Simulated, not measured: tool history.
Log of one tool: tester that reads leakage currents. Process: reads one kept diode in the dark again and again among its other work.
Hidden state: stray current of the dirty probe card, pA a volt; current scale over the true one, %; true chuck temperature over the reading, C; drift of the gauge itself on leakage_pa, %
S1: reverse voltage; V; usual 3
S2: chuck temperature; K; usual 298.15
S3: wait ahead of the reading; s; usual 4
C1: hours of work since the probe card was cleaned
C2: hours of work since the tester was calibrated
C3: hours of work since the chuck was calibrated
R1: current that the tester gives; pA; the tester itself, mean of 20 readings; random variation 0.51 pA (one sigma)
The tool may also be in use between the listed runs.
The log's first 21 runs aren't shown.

run,hour,S1,S2,S3,C1,C2,C3,R1
22,856.2,3,331.15,4,993,1259,749,2388.09
23,898.6,3,331.15,4,1022,1288,779,2379.04
24,959.3,3,331.15,4,1064,1330,821,2364.57
25,1005.4,3,331.15,4,1095,1362,852,2387.8
26,1030.2,3,317.15,1.18,1113,1379,869,827.17
# hour 1045.5: probe card cleaned and baked
27,1081.2,3.15,296.15,0.41,25,1412,902,144.87
28,1136,3,298.15,8.62,62,1449,940,170.12
29,1187.7,1.28,298.15,0.74,98,1485,976,129.96
30,1221.4,1.28,298.15,0.74,121,1508,999,130.62
31,1255.4,1.28,298.15,0.74,145,1532,1023,130.18
32,1287.1,1.28,298.15,0.74,167,1554,1044,130.63
33,1314.2,1.28,298.15,0.74,185,1572,1063,130.61
34,1370.3,2.36,298.15,4.74,224,1611,1102,157.46
35,1421.6,2.36,298.15,4.74,259,1646,1137,157.73
36,1475.6,17.91,294.15,4,296,1684,1174,206.48
37,1523.8,17.91,294.15,4,330,1717,1208,207.83
38,1584.8,5.49,308.15,4,372,1759,1250,483.3
39,1615.8,7.7,329.15,2.67,393,1780,1271,2737.87
40,1640.5,7.7,329.15,2.67,410,1797,1288,2741.43

4 ways to go on from here, each from the tool as it stands after run 40. What would each give?
A,1694.4,5.14,293.15,3.69,447,1834,1325,?
B,1694.4,4.61,304.15,0.4,447,1834,1325,?
C,1694.4,3.16,329.15,2.67,447,1834,1325,?
D,1694.4,3,310.15,4,447,1834,1325,?

run,R1
A,127.8
B,328.37
C,2089.28
D,470.14
Without the tool's hidden state the same runs would have given:
run,R1
A,127.91
B,328.65
C,2090.96
D,470.55

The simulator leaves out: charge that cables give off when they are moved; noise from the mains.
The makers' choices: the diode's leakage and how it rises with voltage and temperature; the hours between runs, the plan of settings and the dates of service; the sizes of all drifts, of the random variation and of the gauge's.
